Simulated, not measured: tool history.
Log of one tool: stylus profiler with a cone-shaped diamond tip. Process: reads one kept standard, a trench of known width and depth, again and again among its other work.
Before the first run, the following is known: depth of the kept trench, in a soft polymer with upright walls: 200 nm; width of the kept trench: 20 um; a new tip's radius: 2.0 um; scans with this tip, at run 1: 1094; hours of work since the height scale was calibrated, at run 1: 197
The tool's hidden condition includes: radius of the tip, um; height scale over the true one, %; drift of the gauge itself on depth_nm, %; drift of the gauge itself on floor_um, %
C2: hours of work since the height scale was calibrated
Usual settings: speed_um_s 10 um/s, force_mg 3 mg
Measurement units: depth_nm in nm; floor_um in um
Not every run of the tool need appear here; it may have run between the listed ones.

Run 1, day 0: usual settings; scans with this tip 1094; C2 197. Result: depth_nm 201.49 nm, floor_um 18.13 um.
Run 2, day 1.038: usual settings; scans with this tip 1174; C2 211. Result: depth_nm 201.45 nm, floor_um 18.15 um.
Run 3, day 2.521: usual settings; scans with this tip 1288; C2 232. Result: depth_nm 201.35 nm, floor_um 18.14 um.
Run 4, day 3.629: usual settings; scans with this tip 1374; C2 247. Result: depth_nm 201.34 nm, floor_um 18.15 um.
Run 5, day 5.329: usual settings; scans with this tip 1504; C2 271. Result: depth_nm 201.49 nm, floor_um 18.15 um.
Run 6, day 7.096: usual settings; scans with this tip 1640; C2 295. Result: depth_nm 201.48 nm, floor_um 18.18 um.
Run 7, day 8.946: usual settings; scans with this tip 1782; C2 321. Result: depth_nm 201.34 nm, floor_um 18.15 um.
Run 8, day 10.271: usual settings but speed_um_s 4 um/s, force_mg 2.49 mg; scans with this tip 1884; C2 339. Result: depth_nm 201.16 nm, floor_um 18.15 um.
At day 10.5: height scale calibrated on a step standard.
Run 9, day 12.492: usual settings but speed_um_s 4 um/s, force_mg 2.49 mg; scans with this tip 2054; C2 28. Result: depth_nm 201.01 nm, floor_um 18.13 um.
At day 14.308: height scale calibrated on a step standard, once more.
Run 10, day 14.662: usual settings but speed_um_s 4 um/s, force_mg 2.49 mg; scans with this tip 2219; C2 5. Result: depth_nm 201.31 nm, floor_um 18.09 um.
Run 11, day 16.754: usual settings but speed_um_s 4 um/s, force_mg 2.49 mg; scans with this tip 2380; C2 34. Result: depth_nm 201.33 nm, floor_um 18.11 um.
Run 12, day 18.433: usual settings but speed_um_s 3 um/s, force_mg 7.48 mg; scans with this tip 2509; C2 57. Result: depth_nm 203.13 nm, floor_um 18.11 um.
Run 13, day 20.654: usual settings but speed_um_s 18 um/s, force_mg 2.75 mg; scans with this tip 2680; C2 88. Result: depth_nm 201.46 nm, floor_um 18.02 um.
Run 14, day 23.042: usual settings but speed_um_s 2 um/s, force_mg 7.71 mg; scans with this tip 2864; C2 121. Result: depth_nm 202.8 nm, floor_um 18.11 um.

What if the next run were any one of these 4? Each begins from the tool's condition after run 14:
Run A, day 25.308: usual settings but force_mg 1.24 mg; scans with this tip 3038; C2 152. Result: depth_nm ?, floor_um ?.
Run B, day 25.308: usual settings but force_mg 3.91 mg; scans with this tip 3038; C2 152. Result: depth_nm ?, floor_um ?.
Run C, day 25.308: usual settings but speed_um_s 31 um/s, force_mg 3.7 mg; scans with this tip 3038; C2 152. Result: depth_nm ?, floor_um ?.
Run D, day 25.308: usual settings but speed_um_s 3 um/s, force_mg 1.77 mg; scans with this tip 3038; C2 152. Result: depth_nm ?, floor_um ?.

run  depth_nm  floor_um
  A    200.59     18.03
  B    201.75     18.07
  C    201.79     17.96
  D     201.2     18.03
The same runs, with their run-to-run variation unchanged, on a tool lacking any hidden condition would have given:
run  depth_nm  floor_um
  A    200.73     18.18
  B    201.89     18.21
  C    201.93     18.11
  D    201.33     18.18
